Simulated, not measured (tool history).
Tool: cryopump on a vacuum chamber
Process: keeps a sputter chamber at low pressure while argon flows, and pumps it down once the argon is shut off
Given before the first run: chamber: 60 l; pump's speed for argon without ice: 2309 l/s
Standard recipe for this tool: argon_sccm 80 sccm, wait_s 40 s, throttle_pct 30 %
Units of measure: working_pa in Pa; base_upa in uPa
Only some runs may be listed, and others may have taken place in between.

run,day,argon_sccm,wait_s,throttle_pct,working_pa,base_upa
1,0,80,40,30,0.2028,0.64
2,4.042,80,40,30,0.2018,0.69
3,6.004,80,40,30,0.2037,0.71
4,8.517,147,40,30,0.3749,0.7
5,10.817,80,40,30,0.2044,0.72
6,14.588,80,40,24,0.2553,0.72
7,17.421,80,40,26,0.2373,0.79
8,21.65,80,40,26,0.2405,0.77
9,23.771,133,40,24,0.4305,0.77
10,27.567,133,40,24,0.4324,0.82
11,31.367,102,59,18,0.4395,0.69
12,34.088,48,30,59,0.0711,1.01
13,37.288,96,40,20,0.3773,0.91
14,39.162,96,40,20,0.3763,0.89
15,41.133,56,29,29,0.1546,1.06
16,44.242,43,60,51,0.0732,0.77

Branching from run 16: 4 alternative next runs. What would each branch give?
A,47.279,64,60,51,?,?
B,47.279,122,53,15,?,?
C,47.279,111,61,17,?,?
D,47.279,72,70,51,?,?

run,working_pa,base_upa
A,0.1122,0.83
B,0.6384,0.87
C,0.5142,0.79
D,0.1258,0.74
What these runs would have given with no unlogged condition in the tool:
run,working_pa,base_upa
A,0.0925,0.46
B,0.6005,0.51
C,0.4799,0.44
D,0.1035,0.38
